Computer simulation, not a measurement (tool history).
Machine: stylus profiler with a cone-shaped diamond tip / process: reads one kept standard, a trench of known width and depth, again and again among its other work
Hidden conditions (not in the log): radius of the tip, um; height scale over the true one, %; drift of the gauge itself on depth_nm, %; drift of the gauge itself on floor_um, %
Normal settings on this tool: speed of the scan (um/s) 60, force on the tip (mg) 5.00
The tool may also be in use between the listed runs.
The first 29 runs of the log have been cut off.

| run | hour | speed of the scan (um/s) | force on the tip (mg) | scans with this tip | hours of work since the height scale was calibrated | depth of the trench (nm) | width of the trench's floor (nm) |
|---|---|---|---|---|---|---|---|
| 30 | 1016.7 | 80 | 2.26 | 5398 | 392 | 503.26 | 46540 |
| 31 | 1045.9 | 26 | 5.91 | 5669 | 411 | 506.48 | 46980 |
| 32 | 1097.3 | 26 | 5.91 | 6147 | 446 | 506.41 | 46960 |
| 33 | 1129.6 | 133 | 2.24 | 6449 | 468 | 503.23 | 46110 |
| 34 | 1161.9 | 26 | 6.57 | 6749 | 490 | 507.03 | 47000 |
| 35 | 1212.8 | 26 | 6.57 | 7223 | 524 | 506.93 | 46890 |
| 36 | 1246.7 | 114 | 2.32 | 7538 | 547 | 503.34 | 46240 |
| 37 | 1271.3 | 16 | 2.65 | 7767 | 563 | 503.67 | 46840 |
| 38 | 1326.4 | 16 | 2.65 | 8280 | 601 | 503.44 | 46880 |
| 39 | 1358.1 | 60 | 10.38 | 8575 | 622 | 509.38 | 46760 |
| 40 | 1387.6 | 103 | 5.40 | 8849 | 642 | 506.08 | 46550 |
| 41 | 1420.2 | 86 | 5.43 | 9153 | 664 | 505.86 | 46590 |
| 42 | 1467.1 | 89 | 3.86 | 9590 | 696 | 504.75 | 46440 |
| 43 | 1508.6 | 89 | 3.86 | 9976 | 724 | 504.61 | 46470 |
| 44 | 1558.1 | 89 | 2.30 | 10437 | 757 | 503.11 | 46270 |

Run 45, settings as shown, results not yet in. Your forecast:
| 45 | 1581.9 | 65 | 1.99 | 10658 | 773 | ? | ? |

depth of the trench (nm): 502.65
width of the trench's floor (nm): 46440
If the tool had no hidden condition, the same run with the same run-to-run variation would have returned depth of the trench (nm) 503.21, width of the trench's floor (nm) 46910.

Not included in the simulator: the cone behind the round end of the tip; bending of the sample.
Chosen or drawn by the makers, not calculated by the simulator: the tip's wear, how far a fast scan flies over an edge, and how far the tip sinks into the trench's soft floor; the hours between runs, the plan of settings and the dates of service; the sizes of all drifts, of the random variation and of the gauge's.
